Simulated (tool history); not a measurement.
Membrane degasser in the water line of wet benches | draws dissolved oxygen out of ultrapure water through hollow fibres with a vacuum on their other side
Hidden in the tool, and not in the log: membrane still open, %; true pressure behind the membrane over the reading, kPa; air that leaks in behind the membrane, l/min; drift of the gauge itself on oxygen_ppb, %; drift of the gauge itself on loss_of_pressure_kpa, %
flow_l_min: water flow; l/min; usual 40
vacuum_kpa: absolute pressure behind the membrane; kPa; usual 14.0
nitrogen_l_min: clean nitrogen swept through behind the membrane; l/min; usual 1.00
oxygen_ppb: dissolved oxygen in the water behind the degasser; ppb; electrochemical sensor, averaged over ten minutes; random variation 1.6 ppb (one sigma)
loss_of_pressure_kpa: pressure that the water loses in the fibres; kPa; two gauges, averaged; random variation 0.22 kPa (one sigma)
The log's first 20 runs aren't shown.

run,hour,flow_l_min,vacuum_kpa,nitrogen_l_min,hours since the membrane was changed,hours since the vacuum gauge was calibrated,hours since the vacuum lines were made tight,oxygen_ppb,loss_of_pressure_kpa
21,4836.3,52,23.6,0.76,585,2403,1438,2011.3,69.57
22,5065.3,51,23.6,0.76,814,2632,1667,1984.0,68.37
23,5273.9,26,14.9,1.00,1022,2840,1875,617.0,34.61
24,5512.6,40,8.7,1.00,1261,3079,2114,427.8,52.90
25,5818.3,32,14.0,0.90,1567,3385,2420,729.1,42.81
26,6115.8,32,14.0,0.90,1864,3682,2717,734.2,42.52
27,6299.2,32,14.0,0.90,2047,3866,2901,733.2,42.72
28,6453.2,40,14.0,1.21,2201,4020,3055,694.0,53.16
29,6598.1,56,13.1,0.83,2346,4164,3200,1078.4,74.29
30,6898.4,53,13.4,1.14,2647,4465,3500,854.7,70.69
31,7089.3,64,14.0,2.40,2837,4656,3691,602.1,85.06

5 ways to go on from here, each from the tool as it stands after run 31. What would each give?
A,7236.6,59,31.0,1.00,2985,4803,3838,?,?
B,7236.6,49,14.0,0.95,2985,4803,3838,?,?
C,7236.6,40,32.0,1.00,2985,4803,3838,?,?
D,7236.6,42,14.0,2.40,2985,4803,3838,?,?
E,7236.6,64,14.0,0.97,2985,4803,3838,?,?

run,oxygen_ppb,loss_of_pressure_kpa
A,2335.9,78.83
B,965.8,65.29
C,1879.6,53.62
D,413.5,56.12
E,1151.5,85.65
Without the tool's hidden state the same runs would have given:
run,oxygen_ppb,loss_of_pressure_kpa
A,2335.4,78.77
B,965.2,65.24
C,1878.9,53.58
D,413.1,56.08
E,1150.9,85.59
